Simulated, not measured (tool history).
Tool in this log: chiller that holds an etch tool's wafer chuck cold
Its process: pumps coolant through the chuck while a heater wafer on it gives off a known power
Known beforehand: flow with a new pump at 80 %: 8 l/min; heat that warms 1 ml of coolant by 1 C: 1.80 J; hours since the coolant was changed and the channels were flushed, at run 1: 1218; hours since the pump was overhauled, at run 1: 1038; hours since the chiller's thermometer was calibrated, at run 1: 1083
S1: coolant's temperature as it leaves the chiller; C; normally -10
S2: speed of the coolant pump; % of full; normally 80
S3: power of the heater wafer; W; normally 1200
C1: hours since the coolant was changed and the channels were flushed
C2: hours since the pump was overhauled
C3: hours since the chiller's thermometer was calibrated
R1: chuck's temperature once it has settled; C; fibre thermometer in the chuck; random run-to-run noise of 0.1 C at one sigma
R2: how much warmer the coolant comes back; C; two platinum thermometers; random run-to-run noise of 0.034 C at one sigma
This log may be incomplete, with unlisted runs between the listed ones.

| run | day | S1 | S2 | S3 | C1 | C2 | C3 | R1 | R2 |
|---|---|---|---|---|---|---|---|---|---|
| 1 | 0 | -10 | 80 | 1200 | 1218 | 1038 | 1083 | -1.6 | 4.96 |
| 2 | 1.379 | -14 | 80 | 1200 | 1251 | 1071 | 1116 | -5.7 | 4.97 |
| 3 | 2.454 | -10 | 80 | 1200 | 1277 | 1097 | 1142 | -1.6 | 5 |
| 4 | 3.696 | -10 | 80 | 1200 | 1307 | 1127 | 1172 | -1.6 | 4.96 |
| 5 | 4.546 | -10 | 80 | 1200 | 1327 | 1147 | 1192 | -1.7 | 4.92 |
| 6 | 5.2 | -10 | 68 | 1200 | 1343 | 1163 | 1208 | -0.6 | 5.95 |
| 7 | 6.079 | -10 | 83 | 1200 | 1364 | 1184 | 1229 | -1.9 | 4.72 |
| 8 | 7.362 | -10 | 83 | 1200 | 1395 | 1215 | 1260 | -1.8 | 4.72 |
| 9 | 8.7 | -10 | 83 | 1200 | 1427 | 1247 | 1292 | -1.9 | 4.68 |
| 10 | 9.7 | -10 | 80 | 1200 | 1451 | 1271 | 1316 | -1.6 | 4.85 |
| 11 | 10.292 | -10 | 80 | 1200 | 1465 | 1285 | 1330 | -1.7 | 4.89 |
| 12 | 11.046 | -10 | 80 | 1200 | 1483 | 1303 | 1348 | -1.4 | 4.84 |
| 13 | 12.362 | -10 | 80 | 1200 | 1515 | 1335 | 1380 | -1.8 | 4.77 |
| 14 | 12.942 | -10 | 80 | 1200 | 1529 | 1349 | 1394 | -1.6 | 4.74 |
| 15 | 14.208 | -10 | 80 | 1200 | 1559 | 1379 | 1424 | -1.6 | 4.81 |
| 16 | 15.45 | -10 | 80 | 1200 | 1589 | 1409 | 1454 | -1.7 | 4.75 |
| 17 | 16.096 | -2 | 80 | 1597 | 1604 | 1424 | 1469 | 9.2 | 6.45 |
| 18 | 17.346 | -2 | 80 | 1597 | 1634 | 1454 | 1499 | 9.1 | 6.42 |
| 19 | 17.967 | -1 | 74 | 942 | 1649 | 1469 | 1514 | 5.9 | 3.99 |
| 20 | 19.242 | -10 | 83 | 957 | 1680 | 1500 | 1545 | -3.6 | 3.51 |
| 21 | 20.375 | -10 | 94 | 1493 | 1707 | 1527 | 1572 | -0.9 | 4.82 |
| 22 | 21.283 | -19 | 62 | 786 | 1729 | 1549 | 1594 | -12.3 | 4.06 |
| 23 | 22.046 | -6 | 74 | 1200 | 1747 | 1567 | 1612 | 2.7 | 5.22 |
| 24 | 23.279 | -6 | 74 | 1200 | 1777 | 1597 | 1642 | 3 | 5.16 |
| 25 | 24.133 | -10 | 80 | 924 | 1797 | 1617 | 1662 | -3.6 | 3.47 |
| 26 | 25.504 | -10 | 99 | 1200 | 1830 | 1650 | 1695 | -2.8 | 3.52 |
| 27 | 26.662 | -3 | 89 | 1750 | 1858 | 1678 | 1723 | 8.3 | 6.03 |
| 28 | 27.629 | -19 | 74 | 1513 | 1881 | 1701 | 1746 | -8 | 6.44 |
| 29 | 28.658 | -10 | 65 | 701 | 1906 | 1726 | 1771 | -4.2 | 3.22 |
| 30 | 29.508 | -10 | 69 | 701 | 1926 | 1746 | 1791 | -4.6 | 3.02 |
|  | 29.758 | gauge calibrated |
| 31 | 30.721 | -10 | 65 | 1636 | 1955 | 1775 | 1820 | 3.3 | 8.7 |

3 options for the next run, each taken on its own from the tool as it stands now. Forecast them:
| A | 31.892 | -11 | 88 | 1467 | 1983 | 1803 | 1848 | ? | ? |
| B | 31.892 | -8 | 80 | 793 | 1983 | 1803 | 1848 | ? | ? |
| C | 31.892 | -19 | 80 | 1200 | 1983 | 1803 | 1848 | ? | ? |

| run | R1 | R2 |
|---|---|---|
| A | -1.6 | 5.46 |
| B | -2.4 | 3.31 |
| C | -10.6 | 4.98 |
Take away the tool's hidden state, keep each run's random variation, and the runs would have read:
| run | R1 | R2 |
|---|---|---|
| A | -1.6 | 5.49 |
| B | -2.4 | 3.34 |
| C | -10.6 | 5.01 |
